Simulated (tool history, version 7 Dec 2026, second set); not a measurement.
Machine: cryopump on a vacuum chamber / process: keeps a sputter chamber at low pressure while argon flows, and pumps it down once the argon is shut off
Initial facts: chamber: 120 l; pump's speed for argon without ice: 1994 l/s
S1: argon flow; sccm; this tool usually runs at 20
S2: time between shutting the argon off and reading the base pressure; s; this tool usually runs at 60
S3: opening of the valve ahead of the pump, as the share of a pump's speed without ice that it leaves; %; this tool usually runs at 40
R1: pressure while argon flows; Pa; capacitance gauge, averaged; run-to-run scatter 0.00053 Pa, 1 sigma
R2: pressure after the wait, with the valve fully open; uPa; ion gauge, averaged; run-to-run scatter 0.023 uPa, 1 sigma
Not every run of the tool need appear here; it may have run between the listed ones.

| run | day | S1 | S2 | S3 | R1 | R2 |
|---|---|---|---|---|---|---|
| 1 | 0 | 20 | 60 | 40 | 0.0444 | 1.25 |
| 2 | 0.383 | 20 | 135 | 40 | 0.0443 | 0.88 |
| 3 | 0.854 | 20 | 135 | 40 | 0.0444 | 0.95 |
| 4 | 1.383 | 20 | 135 | 40 | 0.0445 | 0.9 |
| 5 | 1.767 | 20 | 135 | 40 | 0.045 | 0.94 |
| 6 | 2.088 | 20 | 60 | 46 | 0.0385 | 1.28 |
| 7 | 2.562 | 20 | 60 | 40 | 0.0453 | 1.29 |
| 8 | 3.046 | 20 | 87 | 40 | 0.0442 | 1.12 |
| 9 | 3.442 | 20 | 87 | 40 | 0.0432 | 1.14 |
| 10 | 3.804 | 20 | 87 | 40 | 0.0442 | 1.1 |
| 11 | 4.238 | 20 | 87 | 40 | 0.0442 | 1.13 |
| 12 | 4.621 | 20 | 87 | 40 | 0.0444 | 1.16 |
| 13 | 5.004 | 20 | 87 | 40 | 0.0442 | 1.21 |
| 14 | 5.358 | 20 | 111 | 40 | 0.0434 | 1.15 |
| 15 | 5.662 | 17 | 60 | 40 | 0.0389 | 1.39 |
| 16 | 6.158 | 17 | 60 | 16 | 0.0916 | 1.41 |
| 17 | 6.592 | 17 | 60 | 16 | 0.0919 | 1.41 |
| 18 | 7.133 | 20 | 22 | 25 | 0.0709 | 2.45 |
| 19 | 7.621 | 15 | 184 | 40 | 0.0334 | 1.08 |
| 20 | 8.25 | 21 | 184 | 23 | 0.0806 | 1.1 |
| 21 | 8.508 | 12 | 150 | 59 | 0.0186 | 1.15 |
| 22 | 8.854 | 18 | 31 | 25 | 0.063 | 1.99 |
| 23 | 9.304 | 18 | 31 | 25 | 0.0629 | 2.04 |
| 24 | 9.562 | 18 | 31 | 25 | 0.0632 | 2.04 |

Run 25 comes next. What will it give?
| 25 | 9.867 | 18 | 31 | 25 | ? | ? |

{"run 25": {"R1": 0.0631, "R2": 2.09}}
If the tool had no hidden condition, the same run with the same run-to-run variation would have returned R1 0.0606 Pa, R2 1.25 uPa.
